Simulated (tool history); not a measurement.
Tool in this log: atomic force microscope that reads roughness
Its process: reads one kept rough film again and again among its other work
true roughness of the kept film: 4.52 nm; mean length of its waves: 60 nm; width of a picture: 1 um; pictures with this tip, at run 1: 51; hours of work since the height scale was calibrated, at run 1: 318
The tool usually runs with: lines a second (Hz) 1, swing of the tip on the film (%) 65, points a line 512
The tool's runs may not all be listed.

run,hour,lines a second (Hz),swing of the tip on the film (%),points a line,pictures with this tip,hours of work since the height scale was calibrated,roughness of the kept film (nm (root mean square))
1,0,1,65,512,51,318,4.068
2,28.9,1,65,541,113,338,3.937
# hour 35.7: new tip fitted
3,51.5,1,65,541,34,354,4.05
4,69.7,1,65,541,74,366,4.023
# hour 95.9: new tip fitted
5,103.5,1,65,541,17,389,4.109
6,126.4,0.57,65,512,66,405,4.081
7,153.4,0.75,65,512,125,424,3.94
# hour 156.7: new tip fitted
8,186.8,0.75,65,512,65,447,4.068
9,213.4,0.75,65,512,123,465,3.948
# hour 216.4: new tip fitted
10,246.9,0.75,65,512,66,488,4.018
11,272.8,1,57,512,122,506,3.936
# hour 276.2: new tip fitted
12,290,1,56,512,29,517,4.16
13,318.6,1,80,512,91,537,3.853
# hour 335.9: new tip fitted
14,345.3,1,80,512,20,555,3.984
15,369.5,1,65,512,72,572,3.99
# hour 396.3: new tip fitted
16,398,1,65,512,4,591,4.144
17,426.6,1,65,512,66,611,4.028
18,444.7,1,65,494,105,624,3.945
# hour 456.6: new tip fitted
19,462.7,1.46,65,780,13,636,4.057
20,484.5,1.46,65,780,60,651,3.961
# hour 488.2: height scale calibrated on a step standard
21,511.7,1.46,83,780,117,16,3.683

Run 22 comes next. What will it give?
# hour 517: new tip fitted
22,540.3,2.36,83,364,51,36,?

{"run 22": {"roughness of the kept film (nm (root mean square))": 3.548}}
On a tool with no hidden condition, and with the same random variation, this run would have come out at roughness of the kept film (nm (root mean square)) 3.688.
